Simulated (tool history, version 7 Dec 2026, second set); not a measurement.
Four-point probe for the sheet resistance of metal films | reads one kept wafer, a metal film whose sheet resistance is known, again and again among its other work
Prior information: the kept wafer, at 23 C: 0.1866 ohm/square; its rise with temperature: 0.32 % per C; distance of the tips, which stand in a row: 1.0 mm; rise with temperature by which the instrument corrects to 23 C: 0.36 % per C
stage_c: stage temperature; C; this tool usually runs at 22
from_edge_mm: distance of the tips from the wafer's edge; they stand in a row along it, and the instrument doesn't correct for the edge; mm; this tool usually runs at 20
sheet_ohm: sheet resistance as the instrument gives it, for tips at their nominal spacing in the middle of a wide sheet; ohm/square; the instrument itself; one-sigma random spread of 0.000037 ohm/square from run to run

run,hour,stage_c,from_edge_mm,sheet_ohm
1,0.0,22,20,0.188217
2,20.1,22,24,0.188239
3,37.0,22,24,0.188198
4,52.8,22,24,0.188296
# hour 62.2: new probe head fitted
5,72.5,22,24,0.188009
6,91.8,22,24,0.188051
7,116.7,22,24,0.188115
8,141.2,22,20,0.188263
9,160.4,22,20,0.188232
10,175.8,22,20,0.188308
11,195.4,22,5,0.191909
12,211.1,22,5,0.192023
13,224.4,32,12,0.187919
14,236.1,32,12,0.187919
15,255.7,32,12,0.188000
16,280.0,32,12,0.187995
17,292.6,32,12,0.187936
18,315.1,22,7,0.190094
19,340.0,22,7,0.190243
20,356.7,22,41,0.188220
21,377.8,20,5,0.192308
22,401.2,23,4,0.194240
23,423.9,23,4,0.194279

Forecast each of these 4 alternatives for the next run:
A,444.1,19,56,?
B,444.1,27,20,?
C,444.1,19,4,?
D,444.1,22,19,?

run,sheet_ohm
A,0.188537
B,0.188025
C,0.194645
D,0.188591
Had the tool no hidden state, the same runs would have come out as:
run,sheet_ohm
A,0.186963
B,0.186458
C,0.193024
D,0.187018

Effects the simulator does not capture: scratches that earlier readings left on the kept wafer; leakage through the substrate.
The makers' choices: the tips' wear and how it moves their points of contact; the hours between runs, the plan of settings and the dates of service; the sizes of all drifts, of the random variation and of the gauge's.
